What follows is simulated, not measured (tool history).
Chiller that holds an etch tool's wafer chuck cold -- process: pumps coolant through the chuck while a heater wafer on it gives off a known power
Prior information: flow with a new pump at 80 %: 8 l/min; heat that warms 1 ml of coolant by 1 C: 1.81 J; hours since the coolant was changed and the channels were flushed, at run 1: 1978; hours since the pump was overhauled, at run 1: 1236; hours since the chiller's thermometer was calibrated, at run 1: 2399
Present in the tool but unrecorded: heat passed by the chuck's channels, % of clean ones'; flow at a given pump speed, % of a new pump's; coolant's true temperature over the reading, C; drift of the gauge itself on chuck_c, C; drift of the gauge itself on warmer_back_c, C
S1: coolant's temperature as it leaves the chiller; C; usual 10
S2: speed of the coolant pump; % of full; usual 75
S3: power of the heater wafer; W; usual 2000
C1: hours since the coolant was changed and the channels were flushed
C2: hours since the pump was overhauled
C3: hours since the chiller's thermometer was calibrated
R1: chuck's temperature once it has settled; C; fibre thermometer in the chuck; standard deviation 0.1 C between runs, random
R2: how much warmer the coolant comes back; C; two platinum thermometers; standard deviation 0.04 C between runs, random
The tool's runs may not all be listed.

run	hour	S1	S2	S3	C1	C2	C3	R1	R2
1	0	10	75	2000	1978	1236	2399	34.2	9.32
2	74.2	10	75	2000	2052	1310	2474	34	9.33
3	121.2	10	75	2000	2099	1357	2521	34.3	9.33
4	188.1	10	75	2000	2166	1424	2588	34.2	9.31
5	267	10	75	2000	2245	1503	2666	34.4	9.33
6	315.9	10	75	2000	2294	1552	2715	34.4	9.33
7	387.4	10	75	2000	2365	1624	2787	34.5	9.42
8	421.6	10	75	2000	2400	1658	2821	34.6	9.41
9	459.9	10	75	2000	2438	1696	2859	34.9	9.43
10	537.2	10	86	2000	2515	1773	2937	31.8	8.1
11	610.9	7	75	2000	2589	1847	3010	31.8	9.48
12	687.7	10	83	2000	2666	1924	3087	32.6	8.42
13	730.3	10	83	2000	2708	1967	3130	32.6	8.42
14	763.3	3	75	2000	2741	2000	3163	28.2	9.57
15	817.3	3	75	2000	2795	2054	3217	28	9.49
16	893.4	10	75	2000	2871	2130	3293	35.3	9.5

Run 17 has not been measured yet. What should we expect?
17	940.8	10	75	1134	2919	2177	3340	?	?

{"run 17": {"R1": 24.6, "R2": 5.47}}
Were there no unlogged condition in the tool, this run, its random variation unchanged, would have produced R1 22.6 C, R2 5.08 C.
